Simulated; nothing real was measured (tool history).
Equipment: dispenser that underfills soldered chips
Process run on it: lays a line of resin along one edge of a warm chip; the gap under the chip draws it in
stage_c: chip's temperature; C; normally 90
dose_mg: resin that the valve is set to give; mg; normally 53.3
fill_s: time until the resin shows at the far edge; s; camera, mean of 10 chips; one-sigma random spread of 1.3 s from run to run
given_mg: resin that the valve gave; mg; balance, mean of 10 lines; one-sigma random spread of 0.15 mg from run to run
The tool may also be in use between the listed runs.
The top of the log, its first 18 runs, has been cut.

| run | hour | stage_c | dose_mg | fill_s | given_mg |
|---|---|---|---|---|---|
|  | 63.2 | new syringe of resin |
|  | 64.2 | dispensing valve cleaned and set on the balance |
| 19 | 65.5 | 92 | 51.0 | 118.6 | 50.57 |
| 20 | 68.3 | 80 | 53.3 | 225.0 | 53.12 |
| 21 | 73.0 | 88 | 53.3 | 210.5 | 52.79 |
|  | 74.1 | new syringe of resin |
| 22 | 77.0 | 85 | 66.5 | 165.2 | 65.94 |
| 23 | 80.6 | 90 | 56.2 | 169.6 | 55.70 |
|  | 84.0 | new syringe of resin |
| 24 | 85.1 | 94 | 46.1 | 110.9 | 45.44 |
| 25 | 88.6 | 82 | 61.6 | 200.8 | 60.65 |
| 26 | 90.9 | 82 | 61.6 | 236.0 | 60.58 |
| 27 | 93.0 | 90 | 50.5 | 196.4 | 49.64 |
|  | 94.1 | new syringe of resin |
| 28 | 95.7 | 90 | 50.5 | 132.9 | 49.60 |
| 29 | 98.6 | 90 | 50.5 | 153.2 | 49.55 |
| 30 | 102.4 | 95 | 61.0 | 155.8 | 59.66 |
|  | 104.0 | new syringe of resin |
| 31 | 106.3 | 99 | 48.8 | 99.4 | 47.50 |
| 32 | 110.6 | 85 | 64.7 | 209.4 | 63.03 |
|  | 114.0 | new syringe of resin |
| 33 | 115.5 | 91 | 66.1 | 124.1 | 64.16 |
| 34 | 119.2 | 88 | 61.0 | 170.3 | 59.37 |
| 35 | 123.2 | 88 | 65.2 | 213.3 | 62.99 |

Consider 3 possible next runs. They are alternatives, not a sequence: every one starts from the tool as it was left by run 35. What does each give?
|  | 124.2 | new syringe of resin |
| A | 127.5 | 79 | 65.2 | ? | ? |
|  | 124.2 | new syringe of resin |
| B | 127.5 | 97 | 64.1 | ? | ? |
|  | 124.2 | new syringe of resin |
| C | 127.5 | 88 | 46.7 | ? | ? |

| run | fill_s | given_mg |
|---|---|---|
| A | 213.4 | 62.67 |
| B | 104.3 | 62.14 |
| C | 156.1 | 44.98 |
Without the tool's hidden state the same runs would have given:
| run | fill_s | given_mg |
|---|---|---|
| A | 186.1 | 64.99 |
| B | 90.7 | 64.44 |
| C | 134.9 | 46.64 |
